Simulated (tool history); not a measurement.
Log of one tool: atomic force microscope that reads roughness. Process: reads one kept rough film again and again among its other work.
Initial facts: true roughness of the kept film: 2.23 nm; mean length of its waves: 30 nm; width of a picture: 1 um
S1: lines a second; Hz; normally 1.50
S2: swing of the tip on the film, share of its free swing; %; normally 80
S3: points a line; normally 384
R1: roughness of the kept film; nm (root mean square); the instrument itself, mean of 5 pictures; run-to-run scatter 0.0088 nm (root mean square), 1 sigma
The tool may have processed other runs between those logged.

run    day    S1  S2   S3     R1
  1  0.000  1.50  80  384  1.961
  2  0.871  1.50  80  269  1.839
  3  1.375  1.50  80  384  1.782
  4  1.883  1.50  75  384  1.752
     2.167  -- new tip fitted
  5  2.767  1.50  80  384  1.889
  6  3.500  1.50  80  384  1.807
     4.342  -- new tip fitted
  7  4.354  0.88  80  384  2.039
  8  5.067  0.88  80  384  1.953
  9  5.871  1.50  79  503  1.794
     6.600  -- new tip fitted
 10  6.829  1.50  79  503  1.966
 11  7.704  1.50  79  503  1.860
     8.771  -- new tip fitted
 12  8.771  1.50  79  503  2.005
 13  9.575  1.63  58  650  1.966

3 options for the next run, each taken on its own from the tool as it stands now. Forecast them:
  A  10.779  1.63  80  747   ?
  B  10.779  1.93  56  624   ?
  C  10.779  1.40  56  384   ?

run     R1
  A  1.725
  B  1.830
  C  1.816
Stripped of hidden state, with their random variation kept, the same runs would have yielded:
run     R1
  A  1.957
  B  2.076
  C  2.062

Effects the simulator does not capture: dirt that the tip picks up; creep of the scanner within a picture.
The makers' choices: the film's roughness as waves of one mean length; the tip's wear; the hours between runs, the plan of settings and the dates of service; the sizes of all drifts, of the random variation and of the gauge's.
